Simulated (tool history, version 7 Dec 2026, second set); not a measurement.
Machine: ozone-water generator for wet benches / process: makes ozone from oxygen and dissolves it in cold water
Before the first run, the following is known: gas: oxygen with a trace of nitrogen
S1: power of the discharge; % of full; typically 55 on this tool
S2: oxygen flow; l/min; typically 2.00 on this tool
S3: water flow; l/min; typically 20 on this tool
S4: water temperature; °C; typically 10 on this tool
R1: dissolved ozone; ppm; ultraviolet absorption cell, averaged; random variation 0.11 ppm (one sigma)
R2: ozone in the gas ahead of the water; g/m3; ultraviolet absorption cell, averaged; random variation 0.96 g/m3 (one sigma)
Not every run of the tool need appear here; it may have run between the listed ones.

run 1 hour=0.0 | S1=55 S2=2.00 S3=20 S4=10 | R1=8.6 R2=160.0
run 2 hour=101.6 | S1=65 S2=2.00 S3=20 S4=10 | R1=9.8 R2=177.2
run 3 hour=195.0 | S1=55 S2=1.29 S3=20 S4=10 | R1=7.2 R2=194.4
run 4 hour=331.3 | S1=55 S2=1.29 S3=15 S4=10 | R1=10.5 R2=194.8
run 5 hour=472.2 | S1=55 S2=2.00 S3=13 S4=10 | R1=14.1 R2=158.3
run 6 hour=554.0 | S1=80 S2=2.00 S3=20 S4=10 | R1=11.0 R2=206.9
run 7 hour=661.5 | S1=80 S2=2.00 S3=20 S4=10 | R1=11.2 R2=206.2
run 8 hour=751.1 | S1=55 S2=2.00 S3=20 S4=10 | R1=8.6 R2=156.0
run 9 hour=897.0 | S1=55 S2=2.00 S3=20 S4=10 | R1=8.2 R2=156.6
run 10 hour=976.9 | S1=55 S2=2.00 S3=28 S4=10 | R1=5.4 R2=156.7
run 11 hour=1095.2 | S1=55 S2=2.00 S3=28 S4=10 | R1=5.6 R2=157.7
run 12 hour=1176.3 | S1=55 S2=2.00 S3=28 S4=10 | R1=5.6 R2=156.6
run 13 hour=1272.2 | S1=55 S2=2.00 S3=28 S4=10 | R1=5.6 R2=157.0
run 14 hour=1351.7 | S1=55 S2=1.70 S3=27 S4=10 | R1=5.5 R2=166.3
run 15 hour=1481.2 | S1=42 S2=1.86 S3=17 S4=7 | R1=8.6 R2=132.7
run 16 hour=1579.3 | S1=42 S2=3.44 S3=17 S4=6 | R1=10.1 R2=99.4
run 17 hour=1700.2 | S1=42 S2=3.44 S3=17 S4=6 | R1=10.1 R2=100.7
run 18 hour=1767.7 | S1=54 S2=3.44 S3=30 S4=6 | R1=6.2 R2=119.2
run 19 hour=1858.6 | S1=62 S2=1.12 S3=30 S4=6 | R1=4.5 R2=221.5
run 20 hour=1949.5 | S1=61 S2=2.37 S3=15 S4=7 | R1=13.4 R2=155.4
run 21 hour=2084.1 | S1=61 S2=2.37 S3=15 S4=7 | R1=13.6 R2=153.8
run 22 hour=2197.4 | S1=100 S2=1.60 S3=17 S4=9 | R1=14.4 R2=259.8
run 23 hour=2322.9 | S1=93 S2=2.17 S3=22 S4=17 | R1=10.7 R2=212.1

3 ways to go on from here, each from the tool as it stands after run 23. What would each give?
run A hour=2435.5 | S1=51 S2=2.00 S3=20 S4=10 | R1=? R2=?
run B hour=2435.5 | S1=93 S2=2.34 S3=16 S4=17 | R1=? R2=?
run C hour=2435.5 | S1=92 S2=2.85 S3=13 S4=17 | R1=? R2=?

run=A R1=7.9 R2=145.3
run=B R1=15.0 R2=206.1
run=C R1=19.0 R2=189.4
The same runs, with their run-to-run variation unchanged, on a tool lacking any hidden condition would have given:
run=A R1=8.7 R2=152.8
run=B R1=16.9 R2=222.8
run=C R1=21.3 R2=204.7
